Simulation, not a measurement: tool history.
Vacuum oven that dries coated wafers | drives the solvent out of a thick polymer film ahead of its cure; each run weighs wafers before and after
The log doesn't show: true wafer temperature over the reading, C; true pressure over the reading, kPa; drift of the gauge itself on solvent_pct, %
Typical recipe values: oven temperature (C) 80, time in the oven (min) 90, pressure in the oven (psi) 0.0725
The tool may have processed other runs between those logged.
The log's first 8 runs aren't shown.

run   hour  oven temperature (C)  time in the oven (min)  pressure in the oven (psi)  hours of work since the thermocouples were calibrated  hours of work since the vacuum gauge was cleaned of residue  solvent left in the film (%)
  9  117.5                    80                      90                      0.0725                                                    607                                                          342                         0.687
 10  134.7                    80                     101                      0.0725                                                    621                                                          355                         0.524
 11  144.5                    93                     101                      0.0725                                                    628                                                          362                         0.121
 12  161.5                    83                      90                      0.0725                                                    641                                                          375                         0.474
 13  173.1                    83                      90                      0.0725                                                    650                                                          384                          0.47
     180.3  -- oven's thermocouples calibrated
 14    191                    80                     103                      0.0725                                                      8                                                          396                         0.673
 15  211.7                    80                     103                      0.1033                                                     24                                                          412                         0.738
 16  232.9                    80                     103                      0.1033                                                     40                                                          428                         0.732
 17  241.9                    80                      91                      0.1033                                                     47                                                          435                         0.943
 18  257.3                    80                      91                      0.1033                                                     59                                                          447                         0.943
 19  272.4                    73                      90                      0.0725                                                     70                                                          458                         1.777
 20  288.4                    73                      90                      0.0725                                                     82                                                          470                          1.78
     291.3  -- vacuum gauge cleaned of residue and calibrated
 21  310.3                    80                      54                      0.0725                                                     98                                                           14                         2.227
 22  322.3                    80                      54                      0.0725                                                    107                                                           24                         2.216
 23  333.8                    80                      54                      0.0725                                                    116                                                           32                         2.208
 24  354.7                    80                      54                      0.0725                                                    131                                                           48                         2.206
 25  366.6                    80                      54                      0.0725                                                    140                                                           57                         2.206
 26  385.7                    75                      54                      0.2853                                                    155                                                           72                         3.541
 27  395.1                    86                      79                      0.1037                                                    162                                                           79                         0.651
 28  406.5                    86                      79                      0.1037                                                    171                                                           88                         0.635

Forecast run 29:
     416.3  -- vacuum gauge cleaned of residue and calibrated, once more
 29  426.9                    66                      84                      0.2396                                                    185                                                            8                             ?

Run 29 produced solvent left in the film (%) 3.727.
On a tool with no hidden condition, and with the same random variation, this run would have come out at solvent left in the film (%) 3.695.
